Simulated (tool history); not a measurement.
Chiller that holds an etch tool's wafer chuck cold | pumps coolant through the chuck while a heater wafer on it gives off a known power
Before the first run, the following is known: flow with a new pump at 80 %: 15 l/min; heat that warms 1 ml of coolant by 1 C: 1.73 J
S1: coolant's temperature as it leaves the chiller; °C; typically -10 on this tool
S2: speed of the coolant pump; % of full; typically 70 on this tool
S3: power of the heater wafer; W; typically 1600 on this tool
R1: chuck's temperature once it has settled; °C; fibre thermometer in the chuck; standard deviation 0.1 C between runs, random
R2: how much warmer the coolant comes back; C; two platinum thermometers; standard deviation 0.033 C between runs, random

run 1 hour=0 | S1=-10 S2=70 S3=1600 | R1=13.8 R2=4.47
run 2 hour=95.8 | S1=-3 S2=70 S3=1600 | R1=20.8 R2=4.6
run 3 hour=227.2 | S1=-3 S2=70 S3=1600 | R1=21.1 R2=4.55
-- hour=330 chiller's thermometer calibrated
run 4 hour=421.2 | S1=-4 S2=70 S3=1600 | R1=19.6 R2=4.55
run 5 hour=520.8 | S1=-4 S2=70 S3=1600 | R1=19.8 R2=4.58
run 6 hour=666 | S1=-4 S2=70 S3=1600 | R1=19.9 R2=4.61
run 7 hour=881 | S1=-4 S2=70 S3=1600 | R1=20.2 R2=4.61
run 8 hour=987.1 | S1=-4 S2=70 S3=1600 | R1=20.1 R2=4.54

Run 9 comes next. What will it give?
run 9 hour=1098.3 | S1=-4 S2=70 S3=1600 | R1=? R2=?

R1: 20.3 °C
R2: 4.58 C
On a tool with no hidden condition, and with the same random variation, this run would have come out at R1 15.9 °C, R2 4.27 C.
